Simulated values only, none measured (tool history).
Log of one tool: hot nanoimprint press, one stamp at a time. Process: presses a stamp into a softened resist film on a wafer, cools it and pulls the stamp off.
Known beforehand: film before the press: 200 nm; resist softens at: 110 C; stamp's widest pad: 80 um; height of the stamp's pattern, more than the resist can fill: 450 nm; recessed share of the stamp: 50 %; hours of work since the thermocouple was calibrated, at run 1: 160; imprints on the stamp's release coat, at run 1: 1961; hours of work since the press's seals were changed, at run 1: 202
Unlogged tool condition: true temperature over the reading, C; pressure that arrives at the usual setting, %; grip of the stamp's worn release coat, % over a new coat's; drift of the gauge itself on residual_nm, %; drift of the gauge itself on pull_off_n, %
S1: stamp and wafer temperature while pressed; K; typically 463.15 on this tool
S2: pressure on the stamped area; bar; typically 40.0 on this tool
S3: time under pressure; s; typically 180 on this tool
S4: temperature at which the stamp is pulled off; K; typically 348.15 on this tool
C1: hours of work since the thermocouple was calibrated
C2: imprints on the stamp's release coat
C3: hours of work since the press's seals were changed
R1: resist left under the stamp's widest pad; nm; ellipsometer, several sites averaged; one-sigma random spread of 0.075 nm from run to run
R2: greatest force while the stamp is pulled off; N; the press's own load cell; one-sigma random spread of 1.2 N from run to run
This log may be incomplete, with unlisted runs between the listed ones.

Run 1, hour 0.0: usual settings; C1 160; C2 1961; C3 202. Result: R1 83.16 nm, R2 127 N.
Run 2, hour 21.4: usual settings; C1 169; C2 2031; C3 211. Result: R1 83.04 nm, R2 126 N.
Run 3, hour 35.0: usual settings; C1 175; C2 2075; C3 217. Result: R1 83.00 nm, R2 124 N.
Run 4, hour 49.5: usual settings; C1 181; C2 2122; C3 223. Result: R1 83.00 nm, R2 126 N.
Run 5, hour 71.0: usual settings; C1 190; C2 2192; C3 233. Result: R1 83.04 nm, R2 126 N.
Run 6, hour 95.0: usual settings; C1 201; C2 2270; C3 243. Result: R1 82.89 nm, R2 127 N.
At hour 113.0: stamp cleaned and given a new release coat.
Run 7, hour 115.5: usual settings; C1 207; C2 8; C3 249. Result: R1 82.81 nm, R2 125 N.
Run 8, hour 125.7: usual settings; C1 211; C2 41; C3 254. Result: R1 82.78 nm, R2 125 N.
Run 9, hour 147.3: usual settings; C1 221; C2 111; C3 263. Result: R1 82.67 nm, R2 126 N.
Run 10, hour 161.5: usual settings but S1 466.15 K; C1 227; C2 157; C3 269. Result: R1 77.15 nm, R2 126 N.
Run 11, hour 176.8: usual settings but S1 466.15 K; C1 233; C2 207; C3 276. Result: R1 77.05 nm, R2 126 N.
Run 12, hour 189.6: usual settings but S1 469.15 K, S2 24.3 bar, S3 261 s, S4 334.15 K; C1 239; C2 249; C3 281. Result: R1 82.18 nm, R2 150 N.
Run 13, hour 208.6: usual settings but S2 32.7 bar, S3 178 s; C1 247; C2 310; C3 289. Result: R1 92.17 nm, R2 125 N.
Run 14, hour 231.0: usual settings but S2 32.7 bar, S3 178 s; C1 257; C2 383; C3 299. Result: R1 92.03 nm, R2 126 N.
Run 15, hour 253.1: usual settings but S1 472.15 K, S2 41.0 bar, S3 298 s; C1 266; C2 455; C3 309. Result: R1 54.67 nm, R2 126 N.
Run 16, hour 265.1: usual settings but S3 111 s, S4 344.15 K; C1 271; C2 494; C3 314. Result: R1 97.49 nm, R2 133 N.
Run 17, hour 286.0: usual settings but S3 111 s, S4 344.15 K; C1 281; C2 562; C3 323. Result: R1 97.39 nm, R2 133 N.
Run 18, hour 299.7: usual settings but S1 455.15 K, S2 25.1 bar, S3 239 s, S4 346.15 K; C1 286; C2 606; C3 329. Result: R1 113.50 nm, R2 127 N.
Run 19, hour 312.6: usual settings but S1 470.15 K; C1 292; C2 648; C3 334. Result: R1 70.09 nm, R2 126 N.
Run 20, hour 328.6: usual settings but S1 453.15 K; C1 299; C2 700; C3 341. Result: R1 104.73 nm, R2 127 N.

5 options for the next run, each taken on its own from the tool as it stands now. Forecast them:
Run A, hour 345.6: usual settings but S1 453.15 K, S3 132 s, S4 344.15 K; C1 306; C2 756; C3 349. Result: R1 ?, R2 ?.
Run B, hour 345.6: usual settings but S1 459.15 K, S2 42.7 bar, S3 143 s; C1 306; C2 756; C3 349. Result: R1 ?, R2 ?.
Run C, hour 345.6: usual settings but S2 54.0 bar, S3 168 s; C1 306; C2 756; C3 349. Result: R1 ?, R2 ?.
Run D, hour 345.6: usual settings but S1 452.15 K, S2 62.1 bar, S4 351.15 K; C1 306; C2 756; C3 349. Result: R1 ?, R2 ?.
Run E, hour 345.6: usual settings but S1 453.15 K, S4 335.15 K; C1 306; C2 756; C3 349. Result: R1 ?, R2 ?.

run      R1   R2
  A  115.40  135
  B   94.60  122
  C   71.72  126
  D   86.25  118
  E  104.70  148
The same runs, with their run-to-run variation unchanged, on a tool lacking any hidden condition would have given:
run      R1   R2
  A  116.60  135
  B   95.59  122
  C   72.47  126
  D   87.16  118
  E  105.79  148

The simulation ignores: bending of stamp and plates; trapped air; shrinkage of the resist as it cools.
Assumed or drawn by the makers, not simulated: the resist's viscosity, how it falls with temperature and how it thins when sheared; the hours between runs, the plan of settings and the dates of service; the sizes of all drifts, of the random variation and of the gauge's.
